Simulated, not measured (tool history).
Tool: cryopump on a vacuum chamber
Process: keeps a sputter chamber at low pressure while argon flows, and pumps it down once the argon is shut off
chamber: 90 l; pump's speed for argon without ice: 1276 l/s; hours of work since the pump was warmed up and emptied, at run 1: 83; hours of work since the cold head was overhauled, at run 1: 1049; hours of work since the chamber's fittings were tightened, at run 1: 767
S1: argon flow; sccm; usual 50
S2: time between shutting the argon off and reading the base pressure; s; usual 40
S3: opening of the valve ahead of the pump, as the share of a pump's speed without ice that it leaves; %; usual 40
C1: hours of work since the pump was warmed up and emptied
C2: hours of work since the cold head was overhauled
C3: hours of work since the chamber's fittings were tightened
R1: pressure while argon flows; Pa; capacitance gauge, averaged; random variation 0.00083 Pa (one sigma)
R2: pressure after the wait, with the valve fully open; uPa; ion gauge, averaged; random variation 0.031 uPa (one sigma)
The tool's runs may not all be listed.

Run 1, day 0: usual settings; C1 83; C2 1049; C3 767. Result: R1 0.1688 Pa, R2 1.97 uPa.
Run 2, day 1.854: usual settings but S1 30 sccm; C1 103; C2 1069; C3 786. Result: R1 0.103 Pa, R2 1.93 uPa.
Run 3, day 4.646: usual settings but S1 30 sccm; C1 134; C2 1099; C3 817. Result: R1 0.1022 Pa, R2 1.92 uPa.
Run 4, day 6.479: usual settings but S1 30 sccm; C1 153; C2 1119; C3 836. Result: R1 0.1019 Pa, R2 2.01 uPa.
Run 5, day 8.967: usual settings but S1 30 sccm; C1 180; C2 1145; C3 863. Result: R1 0.1028 Pa, R2 2.01 uPa.
Run 6, day 12.117: usual settings but S1 30 sccm; C1 214; C2 1179; C3 897. Result: R1 0.1014 Pa, R2 2.01 uPa.
Run 7, day 14.954: usual settings but S1 30 sccm; C1 245; C2 1210; C3 928. Result: R1 0.1024 Pa, R2 2.04 uPa.
Run 8, day 16.85: usual settings but S1 65 sccm; C1 265; C2 1230; C3 948. Result: R1 0.2223 Pa, R2 2.03 uPa.
Run 9, day 18.45: usual settings but S3 26 %; C1 282; C2 1248; C3 965. Result: R1 0.2607 Pa, R2 2.13 uPa.
Run 10, day 21.479: usual settings but S3 26 %; C1 315; C2 1280; C3 998. Result: R1 0.2622 Pa, R2 2.09 uPa.
Run 11, day 24.075: usual settings but S3 26 %; C1 343; C2 1308; C3 1026. Result: R1 0.2609 Pa, R2 2.1 uPa.
Run 12, day 25.817: usual settings; C1 362; C2 1327; C3 1045. Result: R1 0.1723 Pa, R2 2.12 uPa.
Run 13, day 29.133: usual settings; C1 398; C2 1363; C3 1081. Result: R1 0.1732 Pa, R2 2.17 uPa.
Run 14, day 32.183: usual settings; C1 430; C2 1396; C3 1114. Result: R1 0.1739 Pa, R2 2.18 uPa.
Run 15, day 34.179: usual settings but S2 43 s; C1 452; C2 1417; C3 1135. Result: R1 0.1756 Pa, R2 2.08 uPa.
Run 16, day 37.171: usual settings; C1 484; C2 1449; C3 1167. Result: R1 0.1732 Pa, R2 2.18 uPa.
Run 17, day 40.471: usual settings but S3 50 %; C1 520; C2 1485; C3 1203. Result: R1 0.1418 Pa, R2 2.28 uPa.
Run 18, day 43.388: usual settings but S3 50 %; C1 551; C2 1516; C3 1234. Result: R1 0.1433 Pa, R2 2.25 uPa.
Run 19, day 45: usual settings but S1 94 sccm, S2 92 s, S3 50 %; C1 569; C2 1534; C3 1252. Result: R1 0.2705 Pa, R2 1.57 uPa.
Run 20, day 47.712: usual settings but S1 94 sccm, S2 92 s, S3 50 %; C1 598; C2 1563; C3 1281. Result: R1 0.2705 Pa, R2 1.46 uPa.
Run 21, day 50.6: usual settings but S1 94 sccm, S2 92 s, S3 50 %; C1 629; C2 1594; C3 1312. Result: R1 0.2721 Pa, R2 1.56 uPa.
Run 22, day 53.804: usual settings but S1 94 sccm, S2 92 s, S3 50 %; C1 664; C2 1629; C3 1347. Result: R1 0.2743 Pa, R2 1.58 uPa.
Run 23, day 56.85: usual settings but S1 31 sccm, S2 68 s, S3 50 %; C1 696; C2 1662; C3 1380. Result: R1 0.091 Pa, R2 1.84 uPa.
Run 24, day 59.892: usual settings but S1 39 sccm, S2 66 s, S3 52 %; C1 729; C2 1694; C3 1412. Result: R1 0.1108 Pa, R2 1.86 uPa.
Run 25, day 63.204: usual settings but S1 39 sccm, S2 66 s, S3 52 %; C1 765; C2 1730; C3 1448. Result: R1 0.1099 Pa, R2 1.88 uPa.
Run 26, day 65.829: usual settings but S1 22 sccm, S2 67 s, S3 36 %; C1 793; C2 1758; C3 1476. Result: R1 0.0865 Pa, R2 1.94 uPa.
Run 27, day 68.533: usual settings but S1 21 sccm, S2 179 s, S3 36 %; C1 822; C2 1788; C3 1505. Result: R1 0.0838 Pa, R2 1.42 uPa.
Run 28, day 70.621: usual settings but S2 33 s; C1 845; C2 1810; C3 1528. Result: R1 0.1814 Pa, R2 2.82 uPa.
Run 29, day 72.683: usual settings but S2 80 s; C1 867; C2 1832; C3 1550. Result: R1 0.1827 Pa, R2 1.83 uPa.
Run 30, day 75.117: usual settings but S1 22 sccm, S2 75 s; C1 893; C2 1859; C3 1576. Result: R1 0.0802 Pa, R2 1.91 uPa.
Run 31, day 76.629: usual settings but S1 24 sccm, S2 45 s, S3 44 %; C1 910; C2 1875; C3 1593. Result: R1 0.0799 Pa, R2 2.43 uPa.
Run 32, day 78.004: usual settings but S1 72 sccm, S2 45 s, S3 22 %; C1 925; C2 1890; C3 1608. Result: R1 0.4589 Pa, R2 2.41 uPa.
Run 33, day 79.829: usual settings but S1 85 sccm, S2 83 s; C1 944; C2 1909; C3 1627. Result: R1 0.3151 Pa, R2 1.87 uPa.
At day 80.842: pump warmed up, emptied and cooled again.
Run 34, day 82.65: usual settings but S1 84 sccm, S2 208 s, S3 35 %; C1 20; C2 1938; C3 1655. Result: R1 0.3185 Pa, R2 1.23 uPa.

Hidden state at the last listed run before each entry between runs and at the first one after, where it differs:
Between runs 33 and 34: pump warmed up, emptied and cooled again (day 80.842)
  pump's speed, % of a pump's without ice: 79.9 -> 98.5; cold plate's temperature, K: 13.3 -> 13.31; leak into the chamber, uPa l/s: 1207 -> 1222
  measured less the result without the state, R1: +0.0322 -> +0.0047 Pa; R2: +0.97 -> +0.77 uPa
